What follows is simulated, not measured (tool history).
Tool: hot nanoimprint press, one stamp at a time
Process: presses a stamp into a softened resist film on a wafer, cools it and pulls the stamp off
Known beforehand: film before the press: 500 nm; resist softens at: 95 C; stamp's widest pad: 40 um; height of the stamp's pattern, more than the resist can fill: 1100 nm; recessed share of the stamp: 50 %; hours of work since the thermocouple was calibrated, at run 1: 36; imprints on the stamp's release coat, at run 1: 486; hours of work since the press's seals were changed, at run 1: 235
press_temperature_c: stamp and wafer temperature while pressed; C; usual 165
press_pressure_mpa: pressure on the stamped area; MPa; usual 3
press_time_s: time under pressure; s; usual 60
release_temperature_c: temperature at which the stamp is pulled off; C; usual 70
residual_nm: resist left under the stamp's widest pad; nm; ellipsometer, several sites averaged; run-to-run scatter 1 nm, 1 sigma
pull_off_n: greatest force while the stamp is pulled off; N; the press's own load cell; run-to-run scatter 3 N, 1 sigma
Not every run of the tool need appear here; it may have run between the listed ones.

run,day,press_temperature_c,press_pressure_mpa,press_time_s,release_temperature_c,hours of work since the thermocouple was calibrated,imprints on the stamp's release coat,hours of work since the press's seals were changed,residual_nm,pull_off_n
1,0,165,3,60,70,36,486,235,205.7,162
2,0.746,165,1.87,60,70,45,542,243,261.1,165
3,1.346,165,1.87,60,70,51,587,250,260.4,167
4,2.212,165,1.87,60,70,61,651,259,262.7,173
5,3.046,165,1.87,60,70,70,714,268,259.7,171
6,3.688,165,1.87,60,70,77,761,276,261,176
7,4.533,165,1.87,65,70,87,825,285,253.5,169
8,5.275,161,1.87,65,70,95,880,293,283.6,173
9,5.929,161,1.87,65,70,102,929,300,285.8,177
10,6.838,165,3,60,70,112,997,310,205.4,175
11,7.5,165,3,60,70,120,1046,318,202.4,171
12,8.388,165,3,60,70,129,1112,328,206,182
13,9.2,165,3,45,70,138,1173,337,225.6,184
# day 9.979: stamp cleaned and given a new release coat
14,10.346,165,3,45,70,148,28,347,223.2,156
15,11.088,165,3,60,70,157,83,355,203.4,157
16,11.854,165,3.69,60,70,165,140,363,182.4,162
17,12.379,165,3.69,60,70,171,180,369,181.5,158
18,13.212,168,2.95,60,67,180,242,378,188.9,172
19,13.996,165,4.12,95,65,189,300,387,144.6,175
20,14.829,165,4.12,95,65,198,362,396,144.1,179
21,15.742,163,4.12,95,67,208,430,407,154.2,177
22,16.396,163,4.12,95,67,216,479,414,154.5,171
23,17.296,165,3,63,59,225,546,424,197.6,210
24,18.017,164,1.89,58,71,234,600,432,265,161
25,18.717,164,1.89,58,71,241,652,440,262.7,167
26,19.129,165,3,55,70,246,683,444,207.9,167
27,19.967,165,3,79,70,255,746,453,184.2,164
28,20.425,165,3,79,70,260,780,458,183.3,167
29,21.183,165,4.77,98,66,269,837,467,131.2,184
30,21.992,165,1.89,60,59,278,897,476,253.9,219

Forecast each of these 4 alternatives for the next run:
A,22.704,155,3.1,60,69,286,950,484,?,?
B,22.704,176,3,60,70,286,950,484,?,?
C,22.704,161,4.04,51,59,286,950,484,?,?
D,22.704,168,1.89,66,71,286,950,484,?,?

run,residual_nm,pull_off_n
A,272.4,180
B,146.7,172
C,207,218
D,227.1,170
Had the tool no hidden state, the same runs would have come out as:
run,residual_nm,pull_off_n
A,279.3,163
B,149.1,156
C,210.7,197
D,233,154
